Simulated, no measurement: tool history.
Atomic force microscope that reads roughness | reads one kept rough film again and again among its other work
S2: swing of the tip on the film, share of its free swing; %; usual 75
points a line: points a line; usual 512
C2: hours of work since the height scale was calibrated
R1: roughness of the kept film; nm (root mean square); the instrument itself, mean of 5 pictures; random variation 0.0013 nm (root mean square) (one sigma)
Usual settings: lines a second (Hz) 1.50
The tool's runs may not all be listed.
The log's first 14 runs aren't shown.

-- hour=911.3 new tip fitted
run 15 hour=922.8 | lines_a_second_(Hz)=1.50 S2=76 points_a_line=512 | pictures_with_this_tip=13 C2=45 | R1=0.805
run 16 hour=973.5 | lines_a_second_(Hz)=1.50 S2=75 points_a_line=512 | pictures_with_this_tip=70 C2=71 | R1=0.804
run 17 hour=1036.8 | lines_a_second_(Hz)=1.50 S2=75 points_a_line=512 | pictures_with_this_tip=141 C2=104 | R1=0.801
run 18 hour=1107.2 | lines_a_second_(Hz)=1.01 S2=75 points_a_line=512 | pictures_with_this_tip=220 C2=141 | R1=0.817
-- hour=1137.3 new tip fitted
run 19 hour=1148.1 | lines_a_second_(Hz)=1.54 S2=71 points_a_line=349 | pictures_with_this_tip=12 C2=162 | R1=0.821
run 20 hour=1192.7 | lines_a_second_(Hz)=1.54 S2=71 points_a_line=349 | pictures_with_this_tip=62 C2=185 | R1=0.817
run 21 hour=1245.1 | lines_a_second_(Hz)=1.50 S2=64 points_a_line=414 | pictures_with_this_tip=121 C2=212 | R1=0.833
-- hour=1289.8 height scale calibrated on a step standard, once more
run 22 hour=1307.5 | lines_a_second_(Hz)=1.50 S2=64 points_a_line=414 | pictures_with_this_tip=190 C2=9 | R1=0.819
-- hour=1367.1 new tip fitted
run 23 hour=1381.4 | lines_a_second_(Hz)=1.50 S2=64 points_a_line=414 | pictures_with_this_tip=17 C2=47 | R1=0.834
run 24 hour=1419.7 | lines_a_second_(Hz)=1.28 S2=58 points_a_line=939 | pictures_with_this_tip=60 C2=67 | R1=0.850
run 25 hour=1494.5 | lines_a_second_(Hz)=1.22 S2=66 points_a_line=512 | pictures_with_this_tip=144 C2=106 | R1=0.828
run 26 hour=1573.5 | lines_a_second_(Hz)=1.10 S2=55 points_a_line=512 | pictures_with_this_tip=232 C2=148 | R1=0.845
-- hour=1592.7 new tip fitted
run 27 hour=1646.8 | lines_a_second_(Hz)=0.59 S2=86 points_a_line=943 | pictures_with_this_tip=61 C2=185 | R1=0.825
run 28 hour=1720.2 | lines_a_second_(Hz)=0.56 S2=75 points_a_line=338 | pictures_with_this_tip=144 C2=224 | R1=0.834
run 29 hour=1786.1 | lines_a_second_(Hz)=0.56 S2=75 points_a_line=338 | pictures_with_this_tip=218 C2=258 | R1=0.831
-- hour=1821.3 new tip fitted
run 30 hour=1859.3 | lines_a_second_(Hz)=0.57 S2=56 points_a_line=462 | pictures_with_this_tip=42 C2=296 | R1=0.867
run 31 hour=1938.0 | lines_a_second_(Hz)=0.57 S2=56 points_a_line=266 | pictures_with_this_tip=131 C2=337 | R1=0.854

Forecast each of these 5 alternatives for the next run:
run A hour=1972.7 | lines_a_second_(Hz)=0.53 S2=66 points_a_line=266 | pictures_with_this_tip=170 C2=355 | R1=?
run B hour=1972.7 | lines_a_second_(Hz)=0.57 S2=74 points_a_line=475 | pictures_with_this_tip=170 C2=355 | R1=?
run C hour=1972.7 | lines_a_second_(Hz)=1.80 S2=80 points_a_line=333 | pictures_with_this_tip=170 C2=355 | R1=?
run D hour=1972.7 | lines_a_second_(Hz)=0.57 S2=56 points_a_line=319 | pictures_with_this_tip=170 C2=355 | R1=?
run E hour=1972.7 | lines_a_second_(Hz)=1.50 S2=65 points_a_line=512 | pictures_with_this_tip=170 C2=355 | R1=?

run=A R1=0.845
run=B R1=0.834
run=C R1=0.752
run=D R1=0.853
run=E R1=0.824
Without the tool's hidden state the same runs would have given:
run=A R1=0.858
run=B R1=0.847
run=C R1=0.764
run=D R1=0.867
run=E R1=0.837
